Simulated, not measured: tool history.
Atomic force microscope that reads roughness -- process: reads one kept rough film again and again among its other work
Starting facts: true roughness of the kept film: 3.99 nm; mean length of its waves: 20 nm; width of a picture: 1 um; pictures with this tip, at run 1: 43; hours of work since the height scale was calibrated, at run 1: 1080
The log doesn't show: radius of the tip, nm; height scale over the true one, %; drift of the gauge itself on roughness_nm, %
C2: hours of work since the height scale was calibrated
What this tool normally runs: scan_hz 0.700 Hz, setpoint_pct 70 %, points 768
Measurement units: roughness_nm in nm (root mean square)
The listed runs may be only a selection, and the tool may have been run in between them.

run 1 day=0.000 | scan_hz=0.700 setpoint_pct=70 points=768 | pictures_with_this_tip=43 C2=1080 | roughness_nm=2.101
-- day=2.242 new tip fitted
run 2 day=2.529 | scan_hz=0.700 setpoint_pct=70 points=768 | pictures_with_this_tip=9 C2=1115 | roughness_nm=2.592
run 3 day=5.154 | scan_hz=0.700 setpoint_pct=70 points=768 | pictures_with_this_tip=100 C2=1153 | roughness_nm=1.582
-- day=5.621 new tip fitted
run 4 day=7.154 | scan_hz=0.700 setpoint_pct=70 points=768 | pictures_with_this_tip=53 C2=1181 | roughness_nm=2.032
run 5 day=8.821 | scan_hz=0.700 setpoint_pct=70 points=768 | pictures_with_this_tip=110 C2=1205 | roughness_nm=1.561
-- day=9.008 new tip fitted
run 6 day=12.108 | scan_hz=3.960 setpoint_pct=70 points=768 | pictures_with_this_tip=108 C2=1251 | roughness_nm=1.419
-- day=12.442 new tip fitted
run 7 day=14.117 | scan_hz=3.960 setpoint_pct=70 points=768 | pictures_with_this_tip=58 C2=1280 | roughness_nm=1.830
-- day=15.862 new tip fitted
run 8 day=16.075 | scan_hz=3.960 setpoint_pct=70 points=768 | pictures_with_this_tip=7 C2=1307 | roughness_nm=2.376
run 9 day=18.958 | scan_hz=3.960 setpoint_pct=70 points=768 | pictures_with_this_tip=107 C2=1349 | roughness_nm=1.431
-- day=19.188 new tip fitted
run 10 day=22.175 | scan_hz=0.700 setpoint_pct=70 points=768 | pictures_with_this_tip=103 C2=1394 | roughness_nm=1.596
-- day=22.492 new tip fitted
run 11 day=23.908 | scan_hz=0.700 setpoint_pct=70 points=768 | pictures_with_this_tip=49 C2=1419 | roughness_nm=2.057
run 12 day=25.542 | scan_hz=0.700 setpoint_pct=70 points=768 | pictures_with_this_tip=106 C2=1442 | roughness_nm=1.607
-- day=26.038 new tip fitted
run 13 day=27.633 | scan_hz=0.700 setpoint_pct=70 points=768 | pictures_with_this_tip=55 C2=1471 | roughness_nm=2.027
-- day=29.488 new tip fitted
run 14 day=30.358 | scan_hz=0.700 setpoint_pct=70 points=777 | pictures_with_this_tip=30 C2=1510 | roughness_nm=2.218

What will run 15 give?
run 15 day=32.000 | scan_hz=2.912 setpoint_pct=68 points=422 | pictures_with_this_tip=87 C2=1533 | roughness_nm=?

{"run 15": {"roughness_nm": 1.586}}
Take away the tool's hidden state, keep the run-to-run variation as it was, and the same run would have given roughness_nm 2.618 nm (root mean square).
